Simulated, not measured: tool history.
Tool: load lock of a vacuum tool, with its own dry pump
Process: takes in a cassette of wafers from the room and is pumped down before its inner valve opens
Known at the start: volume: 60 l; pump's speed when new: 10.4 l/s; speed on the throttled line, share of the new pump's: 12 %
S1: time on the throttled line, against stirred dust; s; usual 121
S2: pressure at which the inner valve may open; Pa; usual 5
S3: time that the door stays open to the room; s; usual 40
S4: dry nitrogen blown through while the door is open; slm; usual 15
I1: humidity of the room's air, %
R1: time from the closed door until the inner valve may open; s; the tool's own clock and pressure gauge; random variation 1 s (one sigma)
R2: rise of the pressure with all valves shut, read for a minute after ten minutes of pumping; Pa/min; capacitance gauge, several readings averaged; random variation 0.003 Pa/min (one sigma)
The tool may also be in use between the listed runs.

Run 1, hour 0.0: usual settings; I1 42.6. Result: R1 171.5 s, R2 0.186 Pa/min.
Run 2, hour 127.6: usual settings; I1 46.1. Result: R1 172.0 s, R2 0.192 Pa/min.
Run 3, hour 284.3: usual settings; I1 46.2. Result: R1 171.9 s, R2 0.199 Pa/min.
Run 4, hour 414.4: usual settings; I1 44.1. Result: R1 172.0 s, R2 0.201 Pa/min.
Run 5, hour 590.2: usual settings; I1 44.2. Result: R1 171.2 s, R2 0.209 Pa/min.
Run 6, hour 820.7: usual settings; I1 43.3. Result: R1 173.4 s, R2 0.217 Pa/min.
Run 7, hour 1028.4: usual settings; I1 42.4. Result: R1 171.8 s, R2 0.223 Pa/min.
Run 8, hour 1310.0: usual settings; I1 43.0. Result: R1 171.7 s, R2 0.235 Pa/min.
Run 9, hour 1592.8: usual settings; I1 43.4. Result: R1 173.5 s, R2 0.250 Pa/min.
Run 10, hour 1839.8: usual settings; I1 45.2. Result: R1 171.8 s, R2 0.261 Pa/min.
Run 11, hour 2106.5: usual settings but S3 33 s; I1 48.0. Result: R1 172.3 s, R2 0.274 Pa/min.
Run 12, hour 2351.8: usual settings but S3 33 s; I1 42.7. Result: R1 174.4 s, R2 0.283 Pa/min.
Run 13, hour 2533.4: usual settings but S3 33 s; I1 45.7. Result: R1 173.9 s, R2 0.292 Pa/min.
Run 14, hour 2710.1: usual settings but S3 33 s; I1 44.4. Result: R1 173.1 s, R2 0.303 Pa/min.
Run 15, hour 2851.6: usual settings but S3 33 s; I1 45.8. Result: R1 174.8 s, R2 0.308 Pa/min.
Run 16, hour 3063.4: usual settings; I1 45.0. Result: R1 173.2 s, R2 0.321 Pa/min.
Run 17, hour 3182.1: usual settings; I1 47.2. Result: R1 173.0 s, R2 0.328 Pa/min.
Run 18, hour 3357.7: usual settings; I1 45.3. Result: R1 172.6 s, R2 0.345 Pa/min.
Run 19, hour 3604.6: usual settings; I1 41.3. Result: R1 173.0 s, R2 0.355 Pa/min.
Run 20, hour 3812.4: usual settings but S3 64 s; I1 45.1. Result: R1 174.1 s, R2 0.367 Pa/min.
Run 21, hour 4012.8: usual settings but S2 9 Pa, S3 64 s, S4 32 slm; I1 44.2. Result: R1 169.2 s, R2 0.376 Pa/min.
Run 22, hour 4229.6: usual settings but S2 9 Pa, S3 64 s, S4 32 slm; I1 45.6. Result: R1 168.4 s, R2 0.392 Pa/min.
Run 23, hour 4356.7: usual settings but S2 9 Pa, S3 64 s, S4 32 slm; I1 46.6. Result: R1 170.5 s, R2 0.395 Pa/min.
Run 24, hour 4573.9: usual settings but S1 172 s, S3 107 s, S4 24 slm; I1 46.1. Result: R1 217.3 s, R2 0.423 Pa/min.
Run 25, hour 4742.3: usual settings but S1 172 s, S3 107 s, S4 24 slm; I1 44.6. Result: R1 220.0 s, R2 0.436 Pa/min.
Run 26, hour 4877.1: usual settings but S1 172 s, S3 107 s, S4 24 slm; I1 43.5. Result: R1 217.2 s, R2 0.431 Pa/min.
Run 27, hour 5032.2: usual settings but S1 232 s, S2 6 Pa, S3 165 s, S4 28 slm; I1 47.7. Result: R1 267.0 s, R2 0.468 Pa/min.
Run 28, hour 5149.5: usual settings but S1 61 s; I1 40.6. Result: R1 122.2 s, R2 0.443 Pa/min.
Run 29, hour 5299.6: usual settings but S1 139 s, S2 8 Pa, S3 174 s, S4 6 slm; I1 42.7. Result: R1 187.2 s, R2 0.506 Pa/min.
Run 30, hour 5548.1: usual settings but S1 140 s, S2 9 Pa, S3 74 s, S4 23 slm; I1 45.2. Result: R1 186.4 s, R2 0.470 Pa/min.
Run 31, hour 5792.3: usual settings but S1 91 s, S2 9 Pa, S3 108 s, S4 31 slm; I1 41.8. Result: R1 145.5 s, R2 0.499 Pa/min.
Run 32, hour 5996.1: usual settings but S1 91 s, S2 9 Pa, S3 108 s, S4 31 slm; I1 47.4. Result: R1 146.6 s, R2 0.507 Pa/min.
Run 33, hour 6178.2: usual settings but S1 212 s, S2 9 Pa, S3 44 s, S4 26 slm; I1 44.1. Result: R1 247.2 s, R2 0.510 Pa/min.
Run 34, hour 6421.9: usual settings but S1 212 s, S2 9 Pa, S3 44 s, S4 26 slm; I1 43.5. Result: R1 250.1 s, R2 0.518 Pa/min.
Run 35, hour 6695.1: usual settings but S3 94 s; I1 49.5. Result: R1 176.5 s, R2 0.558 Pa/min.
Run 36, hour 6919.3: usual settings but S1 191 s; I1 44.5. Result: R1 236.5 s, R2 0.562 Pa/min.

Hidden state or all else? Some run-to-run changes of R1, split into what the settings, what came in and random variation would give without the hidden state, and what is left for the hidden state (with any gauge scatter that isn't in both results):
The hidden state here: pump's speed, % of a new pump's; leak at the door's seal, Pa l/s; drift of the gauge itself on ready_s, %; drift of the gauge itself on rise_pa_min, %.
Run 27 -> 28: S1 232 -> 61, S2 6 -> 5, S3 165 -> 40, S4 28 -> 15. R1 -144.8 s: hidden state +4.9, all else -149.7.
Run 32 -> 33: S1 91 -> 212, S3 108 -> 44, S4 31 -> 26. R1 +100.6 s: hidden state -3.3, all else +103.9.
Run 34 -> 35: S1 212 -> 121, S2 9 -> 5, S3 44 -> 94, S4 26 -> 15. R1 -73.6 s: hidden state +3.8, all else -77.4.
